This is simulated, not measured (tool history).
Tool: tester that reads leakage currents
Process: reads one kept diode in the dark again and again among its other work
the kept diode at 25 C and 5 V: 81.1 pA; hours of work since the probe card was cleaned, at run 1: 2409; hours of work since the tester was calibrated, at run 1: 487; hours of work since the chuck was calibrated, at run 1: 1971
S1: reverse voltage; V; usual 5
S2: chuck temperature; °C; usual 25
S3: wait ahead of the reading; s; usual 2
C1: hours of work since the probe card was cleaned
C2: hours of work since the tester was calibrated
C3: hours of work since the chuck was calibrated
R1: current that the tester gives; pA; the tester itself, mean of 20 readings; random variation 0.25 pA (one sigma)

| run | hour | S1 | S2 | S3 | C1 | C2 | C3 | R1 |
|---|---|---|---|---|---|---|---|---|
| 1 | 0 | 5 | 25 | 2 | 2409 | 487 | 1971 | 94.9 |
| 2 | 33.9 | 5 | 25 | 2 | 2423 | 502 | 1986 | 94.78 |
| 3 | 57.2 | 5 | 25 | 2 | 2433 | 512 | 1996 | 94.64 |
| 4 | 94.7 | 5 | 25 | 2 | 2449 | 528 | 2012 | 94.63 |
| 5 | 136.2 | 5 | 25 | 2 | 2467 | 545 | 2029 | 94.86 |
| 6 | 177.9 | 5 | 25 | 2 | 2485 | 563 | 2047 | 94.8 |
| 7 | 220.3 | 5 | 25 | 2 | 2503 | 581 | 2065 | 95.11 |
| 8 | 260.4 | 5 | 25 | 2 | 2520 | 598 | 2082 | 95.12 |
| 9 | 295.6 | 5 | 25 | 2 | 2535 | 613 | 2097 | 95.45 |
| 10 | 333.6 | 5 | 25 | 2 | 2551 | 630 | 2114 | 95.21 |
| 11 | 368.5 | 5 | 25 | 2 | 2566 | 645 | 2129 | 95.38 |
| 12 | 396.5 | 5 | 25 | 2 | 2578 | 657 | 2141 | 95.51 |
| 13 | 428.2 | 9.45 | 25 | 2 | 2592 | 670 | 2154 | 123.35 |
| 14 | 449.7 | 9.45 | 25 | 2 | 2601 | 679 | 2163 | 123.14 |
|  | 476.3 | chuck's temperature calibrated |
| 15 | 477.3 | 9.45 | 25 | 2 | 2612 | 690 | 0 | 117.54 |
| 16 | 514.9 | 18.94 | 51 | 2 | 2628 | 706 | 16 | 1022.46 |
| 17 | 545.1 | 18.94 | 21 | 7.67 | 2641 | 719 | 29 | 123.09 |
| 18 | 565.4 | 12.58 | 41 | 0.55 | 2649 | 728 | 38 | 431.89 |
| 19 | 595.4 | 12.58 | 59 | 5.27 | 2662 | 741 | 51 | 1566.87 |
| 20 | 631.1 | 12.58 | 59 | 5.27 | 2678 | 756 | 66 | 1560.16 |
| 21 | 652 | 5 | 28 | 0.68 | 2686 | 765 | 75 | 116.72 |
| 22 | 686.1 | 5 | 25 | 0.83 | 2701 | 779 | 90 | 92.57 |
| 23 | 725.8 | 1.32 | 35 | 2.26 | 2718 | 796 | 107 | 126.68 |
| 24 | 759.9 | 3.05 | 54 | 1.18 | 2733 | 811 | 121 | 699.01 |
| 25 | 786.8 | 1.24 | 54 | 0.51 | 2744 | 822 | 133 | 524.82 |
| 26 | 815.6 | 5 | 38 | 0.62 | 2756 | 835 | 145 | 251.07 |
| 27 | 851.8 | 1.71 | 38 | 1.24 | 2772 | 850 | 160 | 174.99 |
| 28 | 878.1 | 2.57 | 43 | 1.24 | 2783 | 861 | 172 | 295.37 |
| 29 | 909.4 | 2.57 | 43 | 1.24 | 2796 | 875 | 185 | 294.12 |
| 30 | 951.6 | 1.24 | 27 | 0.34 | 2814 | 893 | 203 | 65.78 |

Hidden state or all else? Some run-to-run changes of R1, split into what the settings, what came in and random variation would give without the hidden state, and what is left for the hidden state (with any gauge scatter that isn't in both results):
The hidden state here: stray current of the dirty probe card, pA a volt; current scale over the true one, %; true chuck temperature over the reading, C; drift of the gauge itself on leakage_pa, %.
Run 15 -> 16: S1 9.45 -> 18.94, S2 25 -> 51. R1 +904.92 pA: hidden state +15.09, all else +889.83.
Run 17 -> 18: S1 18.94 -> 12.58, S2 21 -> 41, S3 7.67 -> 0.55. R1 +308.8 pA: hidden state -13.18, all else +321.98.
Run 18 -> 19: S2 41 -> 59, S3 0.55 -> 5.27. R1 +1134.98 pA: hidden state -2.3, all else +1137.28.
Run 20 -> 21: S1 12.58 -> 5, S2 59 -> 28, S3 5.27 -> 0.68. R1 -1443.44 pA: hidden state -11.35, all else -1432.09.
